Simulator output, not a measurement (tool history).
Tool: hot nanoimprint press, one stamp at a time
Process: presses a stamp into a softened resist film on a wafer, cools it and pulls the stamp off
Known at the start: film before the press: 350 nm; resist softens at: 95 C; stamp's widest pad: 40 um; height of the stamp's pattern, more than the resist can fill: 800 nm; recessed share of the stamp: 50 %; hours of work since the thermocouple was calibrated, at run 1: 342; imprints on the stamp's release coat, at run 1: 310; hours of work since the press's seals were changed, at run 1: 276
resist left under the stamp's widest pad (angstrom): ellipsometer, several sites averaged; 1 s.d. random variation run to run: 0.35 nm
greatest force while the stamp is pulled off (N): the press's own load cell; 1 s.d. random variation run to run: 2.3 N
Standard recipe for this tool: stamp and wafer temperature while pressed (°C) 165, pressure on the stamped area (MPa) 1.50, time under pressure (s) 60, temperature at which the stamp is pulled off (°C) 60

| run | day | stamp and wafer temperature while pressed (°C) | pressure on the stamped area (MPa) | time under pressure (s) | temperature at which the stamp is pulled off (°C) | hours of work since the thermocouple was calibrated | imprints on the stamp's release coat | hours of work since the press's seals were changed | resist left under the stamp's widest pad (angstrom) | greatest force while the stamp is pulled off (N) |
|---|---|---|---|---|---|---|---|---|---|---|
| 1 | 0.000 | 165 | 1.50 | 60 | 60 | 342 | 310 | 276 | 1408 | 239 |
|  | 1.950 | plate thermocouple calibrated |
| 2 | 1.983 | 165 | 0.96 | 60 | 60 | 1 | 510 | 310 | 1659 | 255 |
|  | 2.317 | stamp cleaned and given a new release coat |
| 3 | 3.708 | 165 | 0.96 | 60 | 60 | 28 | 151 | 338 | 1664 | 233 |
| 4 | 5.238 | 165 | 0.96 | 60 | 60 | 56 | 316 | 366 | 1675 | 240 |
| 5 | 6.696 | 165 | 0.96 | 60 | 60 | 83 | 474 | 393 | 1670 | 252 |
|  | 7.492 | stamp cleaned and given a new release coat |
| 6 | 8.879 | 165 | 0.96 | 60 | 60 | 119 | 150 | 429 | 1677 | 233 |
| 7 | 9.879 | 165 | 0.96 | 60 | 60 | 138 | 258 | 448 | 1682 | 238 |
| 8 | 11.700 | 165 | 1.50 | 60 | 60 | 172 | 455 | 481 | 1390 | 250 |
|  | 12.546 | stamp cleaned and given a new release coat |
| 9 | 13.167 | 165 | 1.50 | 60 | 60 | 194 | 68 | 504 | 1395 | 231 |
| 10 | 14.596 | 165 | 1.50 | 60 | 60 | 221 | 222 | 530 | 1395 | 239 |
| 11 | 15.692 | 165 | 1.50 | 60 | 60 | 241 | 340 | 551 | 1405 | 244 |
| 12 | 16.892 | 165 | 1.50 | 60 | 60 | 263 | 470 | 573 | 1404 | 255 |
|  | 17.733 | stamp cleaned and given a new release coat |
| 13 | 19.079 | 165 | 1.50 | 60 | 60 | 299 | 145 | 609 | 1403 | 236 |
| 14 | 20.129 | 165 | 1.50 | 60 | 60 | 319 | 258 | 628 | 1411 | 240 |
| 15 | 21.483 | 165 | 1.81 | 60 | 59 | 344 | 405 | 654 | 1299 | 255 |
|  | 22.871 | stamp cleaned and given a new release coat |
|  | 23.571 | plate thermocouple calibrated |
| 16 | 23.696 | 165 | 1.81 | 60 | 59 | 2 | 75 | 688 | 1269 | 231 |
| 17 | 24.592 | 158 | 1.81 | 60 | 49 | 19 | 172 | 704 | 1643 | 293 |
| 18 | 26.392 | 164 | 1.03 | 60 | 60 | 52 | 366 | 738 | 1681 | 244 |
| 19 | 27.700 | 164 | 1.03 | 60 | 60 | 77 | 508 | 762 | 1673 | 252 |
|  | 28.092 | stamp cleaned and given a new release coat |
| 20 | 29.067 | 165 | 2.02 | 60 | 60 | 97 | 106 | 783 | 1222 | 230 |
|  | 30.238 | press's hydraulic seals changed and the load cell set to zero |
| 21 | 30.442 | 163 | 1.50 | 60 | 60 | 117 | 218 | 4 | 1475 | 238 |
| 22 | 31.317 | 171 | 1.50 | 41 | 45 | 133 | 313 | 20 | 1304 | 325 |
| 23 | 33.204 | 171 | 1.50 | 41 | 45 | 168 | 517 | 55 | 1313 | 342 |
|  | 33.558 | stamp cleaned and given a new release coat |
| 24 | 34.488 | 171 | 1.50 | 41 | 45 | 187 | 100 | 74 | 1312 | 311 |
| 25 | 35.367 | 159 | 1.00 | 60 | 60 | 203 | 195 | 91 | 2019 | 235 |
| 26 | 36.408 | 165 | 1.47 | 60 | 53 | 223 | 308 | 110 | 1402 | 285 |
| 27 | 37.988 | 165 | 1.47 | 60 | 53 | 252 | 478 | 139 | 1402 | 295 |
|  | 38.712 | stamp cleaned and given a new release coat |
| 28 | 39.142 | 165 | 1.50 | 60 | 54 | 269 | 46 | 156 | 1399 | 263 |

How the hidden state differs across the entries between the runs, from the last listed run before each to the first after it:
Between runs 1 and 2: plate thermocouple calibrated (day 1.950)
  true temperature over the reading, C: -0.66 -> -0.02; pressure that arrives at the usual setting, %: 99.51 -> 99.39; grip of the stamp's worn release coat, % over a new coat's: 7.6 -> 12.7
  measured result minus the result with no hidden state, resist left under the stamp's widest pad (angstrom): +37 -> +3; greatest force while the stamp is pulled off (N): +20 -> +29
Between runs 2 and 3: stamp cleaned and given a new release coat (day 2.317)
  true temperature over the reading, C: -0.02 -> -0.06; pressure that arrives at the usual setting, %: 99.39 -> 99.29; grip of the stamp's worn release coat, % over a new coat's: 12.7 -> 3.7
  measured result minus the result with no hidden state, resist left under the stamp's widest pad (angstrom): +3 -> +7; greatest force while the stamp is pulled off (N): +29 -> +8
Between runs 5 and 6: stamp cleaned and given a new release coat (day 7.492)
  true temperature over the reading, C: -0.17 -> -0.23; pressure that arrives at the usual setting, %: 99.1 -> 98.98; grip of the stamp's worn release coat, % over a new coat's: 11.8 -> 3.7
  measured result minus the result with no hidden state, resist left under the stamp's widest pad (angstrom): +13 -> +17; greatest force while the stamp is pulled off (N): +27 -> +9
Between runs 8 and 9: stamp cleaned and given a new release coat (day 12.546)
  true temperature over the reading, C: -0.33 -> -0.37; pressure that arrives at the usual setting, %: 98.81 -> 98.73; grip of the stamp's worn release coat, % over a new coat's: 11.3 -> 1.7
  measured result minus the result with no hidden state, resist left under the stamp's widest pad (angstrom): +24 -> +27; greatest force while the stamp is pulled off (N): +27 -> +6
Between runs 12 and 13: stamp cleaned and given a new release coat (day 17.733)
  true temperature over the reading, C: -0.5 -> -0.58; pressure that arrives at the usual setting, %: 98.5 -> 98.38; grip of the stamp's worn release coat, % over a new coat's: 11.7 -> 3.5
  measured result minus the result with no hidden state, resist left under the stamp's widest pad (angstrom): +34 -> +39; greatest force while the stamp is pulled off (N): +29 -> +11
Between runs 15 and 16: stamp cleaned and given a new release coat (day 22.871); plate thermocouple calibrated (day 23.571)
  true temperature over the reading, C: -0.65 -> 0.07; pressure that arrives at the usual setting, %: 98.23 -> 98.11; grip of the stamp's worn release coat, % over a new coat's: 10 -> 1.8
  measured result minus the result with no hidden state, resist left under the stamp's widest pad (angstrom): +43 -> +10; greatest force while the stamp is pulled off (N): +27 -> +3
Between runs 19 and 20: stamp cleaned and given a new release coat (day 28.092)
  true temperature over the reading, C: -0.06 -> -0.1; pressure that arrives at the usual setting, %: 97.86 -> 97.79; grip of the stamp's worn release coat, % over a new coat's: 12.6 -> 2.6
  measured result minus the result with no hidden state, resist left under the stamp's widest pad (angstrom): +14 -> +21; greatest force while the stamp is pulled off (N): +29 -> +7
Between runs 20 and 21: press's hydraulic seals changed and the load cell set to zero (day 30.238)
  true temperature over the reading, C: -0.1 -> -0.13; pressure that arrives at the usual setting, %: 97.79 -> 99.98; grip of the stamp's worn release coat, % over a new coat's: 2.6 -> 5.4
  measured result minus the result with no hidden state, resist left under the stamp's widest pad (angstrom): +21 -> +8; greatest force while the stamp is pulled off (N): +7 -> +13
Between runs 23 and 24: stamp cleaned and given a new release coat (day 33.558)
  true temperature over the reading, C: -0.23 -> -0.26; pressure that arrives at the usual setting, %: 99.82 -> 99.75; grip of the stamp's worn release coat, % over a new coat's: 12.9 -> 2.4
  measured result minus the result with no hidden state, resist left under the stamp's widest pad (angstrom): +11 -> +13; greatest force while the stamp is pulled off (N): +40 -> +9
Between runs 27 and 28: stamp cleaned and given a new release coat (day 38.712)
  true temperature over the reading, C: -0.38 -> -0.41; pressure that arrives at the usual setting, %: 99.53 -> 99.48; grip of the stamp's worn release coat, % over a new coat's: 11.9 -> 1.1
  measured result minus the result with no hidden state, resist left under the stamp's widest pad (angstrom): +22 -> +24; greatest force while the stamp is pulled off (N): +33 -> +5

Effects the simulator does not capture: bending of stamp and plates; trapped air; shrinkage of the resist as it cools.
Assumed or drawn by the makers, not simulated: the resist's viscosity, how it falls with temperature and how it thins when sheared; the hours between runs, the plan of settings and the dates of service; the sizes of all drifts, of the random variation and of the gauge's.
